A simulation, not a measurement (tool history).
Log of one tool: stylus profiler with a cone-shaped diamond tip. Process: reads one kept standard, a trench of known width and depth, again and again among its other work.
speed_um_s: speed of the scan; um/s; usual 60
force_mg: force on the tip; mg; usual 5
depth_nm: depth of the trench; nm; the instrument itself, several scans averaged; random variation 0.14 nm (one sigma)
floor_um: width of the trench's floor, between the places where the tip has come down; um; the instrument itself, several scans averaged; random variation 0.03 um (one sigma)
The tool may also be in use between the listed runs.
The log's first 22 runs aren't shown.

run,hour,speed_um_s,force_mg,scans with this tip,hours of work since the height scale was calibrated,depth_nm,floor_um
23,654.6,76,12.64,6041,22,511.98,26.86
24,677,139,2.18,6097,34,503.62,26.32
25,703.4,171,2.6,6163,49,503.98,26.19
26,726.6,171,2.6,6221,61,504.24,26.18
27,749.6,54,5,6278,74,506.42,26.8
28,779.8,60,13.35,6353,90,512.54,26.88
29,826.8,17,9.72,6470,115,510.12,26.99
30,866.3,17,9.72,6569,137,509.77,26.93
31,901.7,151,8.98,6657,156,509.56,26.63
32,948.3,60,13.27,6774,181,512.66,26.87
33,990.8,60,13.27,6879,204,512.6,26.93
34,1031.5,50,1.87,6981,226,503.47,26.72
35,1069.9,61,1.69,7077,247,503.24,26.64
36,1100.8,16,8.31,7154,263,509.1,26.99
37,1129.7,201,2.37,7226,279,503.97,25.95
38,1170.5,201,2.37,7328,301,504.22,25.96
39,1212.3,191,5.93,7432,323,507.2,26.41

3 ways to go on from here, each from the tool as it stands after run 39. What would each give?
A,1238.8,118,1.92,7498,338,?,?
B,1238.8,29,7.36,7498,338,?,?
C,1238.8,191,6.38,7498,338,?,?

run,depth_nm,floor_um
A,503.55,26.34
B,508.89,26.91
C,507.85,26.36
Without the tool's hidden state the same runs would have given:
run,depth_nm,floor_um
A,503.28,26.71
B,508.62,27.28
C,507.59,26.73
